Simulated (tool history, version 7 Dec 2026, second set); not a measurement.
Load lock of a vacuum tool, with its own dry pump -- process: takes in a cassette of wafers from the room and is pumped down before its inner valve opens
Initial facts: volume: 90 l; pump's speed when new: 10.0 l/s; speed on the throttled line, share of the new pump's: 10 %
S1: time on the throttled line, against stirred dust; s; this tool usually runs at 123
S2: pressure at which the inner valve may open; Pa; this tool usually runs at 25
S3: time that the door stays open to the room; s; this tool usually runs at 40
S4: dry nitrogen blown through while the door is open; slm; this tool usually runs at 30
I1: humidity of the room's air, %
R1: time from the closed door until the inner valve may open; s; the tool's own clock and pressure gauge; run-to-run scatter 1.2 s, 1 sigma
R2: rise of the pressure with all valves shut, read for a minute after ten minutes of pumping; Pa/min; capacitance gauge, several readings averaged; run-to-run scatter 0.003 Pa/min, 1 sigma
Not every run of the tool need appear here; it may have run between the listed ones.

Run 1, hour 0.0: usual settings; I1 41.2. Result: R1 190.5 s, R2 0.087 Pa/min.
Run 2, hour 77.0: usual settings; I1 46.5. Result: R1 189.7 s, R2 0.085 Pa/min.
Run 3, hour 154.5: usual settings but S3 109 s; I1 47.1. Result: R1 189.7 s, R2 0.101 Pa/min.
Run 4, hour 244.9: usual settings but S1 179 s, S3 109 s; I1 45.4. Result: R1 238.6 s, R2 0.106 Pa/min.
Run 5, hour 317.6: usual settings; I1 43.5. Result: R1 190.2 s, R2 0.091 Pa/min.
Run 6, hour 426.0: usual settings; I1 46.4. Result: R1 190.3 s, R2 0.096 Pa/min.
Run 7, hour 511.9: usual settings; I1 47.5. Result: R1 190.8 s, R2 0.096 Pa/min.
Run 8, hour 579.0: usual settings; I1 46.1. Result: R1 188.6 s, R2 0.097 Pa/min.
Run 9, hour 699.7: usual settings but S2 36 Pa; I1 45.0. Result: R1 186.7 s, R2 0.097 Pa/min.
Run 10, hour 802.8: usual settings but S2 36 Pa; I1 45.8. Result: R1 185.3 s, R2 0.095 Pa/min.
Run 11, hour 917.3: usual settings but S3 153 s; I1 40.7. Result: R1 191.0 s, R2 0.109 Pa/min.
Run 12, hour 1024.3: usual settings but S3 153 s; I1 44.4. Result: R1 189.2 s, R2 0.112 Pa/min.
Run 13, hour 1123.8: usual settings but S3 153 s; I1 44.2. Result: R1 193.0 s, R2 0.116 Pa/min.
Run 14, hour 1182.5: usual settings but S3 69 s; I1 43.7. Result: R1 192.8 s, R2 0.110 Pa/min.
Run 15, hour 1275.0: usual settings but S3 69 s; I1 44.9. Result: R1 191.7 s, R2 0.108 Pa/min.
Run 16, hour 1339.4: usual settings; I1 44.7. Result: R1 190.4 s, R2 0.106 Pa/min.
Run 17, hour 1418.9: usual settings but S4 6 slm; I1 42.7. Result: R1 189.4 s, R2 0.115 Pa/min.
Run 18, hour 1475.5: usual settings but S1 64 s; I1 43.3. Result: R1 139.5 s, R2 0.114 Pa/min.
Run 19, hour 1529.8: usual settings; I1 48.2. Result: R1 192.9 s, R2 0.109 Pa/min.
Run 20, hour 1603.3: usual settings but S1 191 s, S3 29 s; I1 41.9. Result: R1 250.2 s, R2 0.115 Pa/min.

Run 21 has not been measured yet. What should we expect?
Run 21, hour 1669.4: usual settings but S1 191 s, S3 29 s; I1 43.9. Result: R1 ?, R2 ?.

Run 21 measured R1 250.4 s, R2 0.112 Pa/min.
Take away the tool's hidden state, keep the run-to-run variation as it was, and the same run would have given R1 245.5 s, R2 0.009 Pa/min.

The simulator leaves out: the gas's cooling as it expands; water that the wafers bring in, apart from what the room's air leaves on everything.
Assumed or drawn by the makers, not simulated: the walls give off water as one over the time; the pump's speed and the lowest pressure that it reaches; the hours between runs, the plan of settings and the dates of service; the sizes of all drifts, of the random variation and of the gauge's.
